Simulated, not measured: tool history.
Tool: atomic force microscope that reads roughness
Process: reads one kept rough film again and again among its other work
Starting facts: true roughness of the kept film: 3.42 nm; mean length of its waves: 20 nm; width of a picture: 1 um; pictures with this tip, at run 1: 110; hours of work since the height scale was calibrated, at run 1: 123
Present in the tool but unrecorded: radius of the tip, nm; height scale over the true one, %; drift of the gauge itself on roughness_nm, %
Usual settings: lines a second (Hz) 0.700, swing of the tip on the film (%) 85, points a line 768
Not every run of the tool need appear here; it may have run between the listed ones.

run   hour  lines a second (Hz)  swing of the tip on the film (%)  points a line  pictures with this tip  hours of work since the height scale was calibrated  roughness of the kept film (nm (root mean square))
  1    0.0                0.700                                85            768                     110                                                  123                                               1.403
       1.3  -- new tip fitted
  2   10.8                0.700                                85            768                      13                                                  129                                               2.279
  3   20.2                0.649                                85            768                      25                                                  134                                               2.135
  4   30.0                0.700                                85            768                      37                                                  139                                               1.996
  5   39.9                0.700                                85            627                      50                                                  144                                               1.833
  6   48.0                0.700                                85            627                      61                                                  148                                               1.746
  7   60.5                0.700                                85            768                      77                                                  154                                               1.624
  8   76.5                0.700                                85            768                      98                                                  162                                               1.483
      87.8  -- new tip fitted
  9   91.8                0.700                                85            650                       5                                                  170                                               2.361
 10  108.0                0.700                                85            685                      26                                                  178                                               2.062
 11  124.5                0.553                                85            685                      47                                                  187                                               1.851
 12  132.2                0.553                                85            685                      57                                                  191                                               1.754
 13  148.7                0.553                                85            685                      78                                                  199                                               1.604
 14  158.9                0.553                                72            991                      92                                                  204                                               1.534
     174.2  -- new tip fitted
 15  174.6                0.700                                86            403                       0                                                  212                                               2.364
 16  185.9                1.254                                58            403                      15                                                  218                                               2.189
 17  196.9                2.015                                85            663                      29                                                  223                                               1.900
 18  208.0                2.015                                85            663                      43                                                  229                                               1.750
 19  215.0                2.015                                59            834                      53                                                  233                                               1.767
 20  229.4                2.541                                78            579                      71                                                  240                                               1.549
 21  242.7                0.700                                79            768                      88                                                  247                                               1.540
 22  254.4                0.700                                79            768                     104                                                  253                                               1.424
     261.7  -- new tip fitted
 23  269.0                0.700                                79            768                      10                                                  260                                               2.361
 24  276.6                0.700                                79            768                      20                                                  264                                               2.258
 25  293.7                0.700                                79            768                      42                                                  273                                               1.978
 26  305.6                3.094                                63            601                      57                                                  279                                               1.786

Across each entry between runs, compare the hidden state at the last listed run before it with the hidden state at the first listed run after it:
In the gap between runs 1 and 2: new tip fitted (hour 1.3)
  radius of the tip, nm: 39.9 -> 13.4
  measured value less the no-hidden-state value, roughness of the kept film (nm (root mean square)): -1.059 -> -0.198
In the gap between runs 8 and 9: new tip fitted (hour 87.8)
  radius of the tip, nm: 36.3 -> 11.7; height scale over the true one, %: -0.06 -> -0.07
  measured value less the no-hidden-state value, roughness of the kept film (nm (root mean square)): -0.986 -> -0.102
In the gap between runs 14 and 15: new tip fitted (hour 174.2)
  radius of the tip, nm: 35.3 -> 11.3
  measured value less the no-hidden-state value, roughness of the kept film (nm (root mean square)): -0.982 -> -0.078
In the gap between runs 22 and 23: new tip fitted (hour 261.7)
  radius of the tip, nm: 39 -> 12.2
  measured value less the no-hidden-state value, roughness of the kept film (nm (root mean square)): -1.048 -> -0.131
